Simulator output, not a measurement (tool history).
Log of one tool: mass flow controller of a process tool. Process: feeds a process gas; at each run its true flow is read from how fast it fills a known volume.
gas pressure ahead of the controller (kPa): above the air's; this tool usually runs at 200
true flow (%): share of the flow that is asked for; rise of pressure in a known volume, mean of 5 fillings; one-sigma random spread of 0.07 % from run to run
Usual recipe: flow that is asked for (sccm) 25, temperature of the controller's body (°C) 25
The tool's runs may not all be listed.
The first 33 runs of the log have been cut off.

| run | day | flow that is asked for (sccm) | gas pressure ahead of the controller (kPa) | temperature of the controller's body (°C) | hours of work since the controller was set to zero | hours of work since the controller was changed | true flow (%) |
|---|---|---|---|---|---|---|---|
| 34 | 430.238 | 31 | 264 | 23 | 3555 | 3555 | 97.47 |
| 35 | 449.300 | 5 | 224 | 23 | 3768 | 3768 | 95.13 |
| 36 | 461.471 | 5 | 224 | 23 | 3903 | 3903 | 95.06 |
| 37 | 479.500 | 36 | 200 | 22 | 4105 | 4105 | 97.58 |
| 38 | 488.367 | 36 | 200 | 22 | 4204 | 4204 | 97.67 |
| 39 | 497.967 | 34 | 210 | 26 | 4311 | 4311 | 97.22 |
| 40 | 513.379 | 34 | 210 | 26 | 4483 | 4483 | 97.16 |
| 41 | 528.296 | 24 | 227 | 27 | 4649 | 4649 | 96.53 |

Below are 5 alternative next runs, each starting from the tool's condition after run 41. Predict each:
| A | 536.167 | 16 | 227 | 21 | 4737 | 4737 | ? |
| B | 536.167 | 25 | 165 | 25 | 4737 | 4737 | ? |
| C | 536.167 | 25 | 171 | 25 | 4737 | 4737 | ? |
| D | 536.167 | 35 | 200 | 25 | 4737 | 4737 | ? |
| E | 536.167 | 15 | 243 | 30 | 4737 | 4737 | ? |

| run | true flow (%) |
|---|---|
| A | 96.25 |
| B | 96.83 |
| C | 96.71 |
| D | 97.03 |
| E | 95.58 |
What these runs would have given with no unlogged condition in the tool:
| run | true flow (%) |
|---|---|
| A | 99.08 |
| B | 99.39 |
| C | 99.28 |
| D | 99.46 |
| E | 98.47 |

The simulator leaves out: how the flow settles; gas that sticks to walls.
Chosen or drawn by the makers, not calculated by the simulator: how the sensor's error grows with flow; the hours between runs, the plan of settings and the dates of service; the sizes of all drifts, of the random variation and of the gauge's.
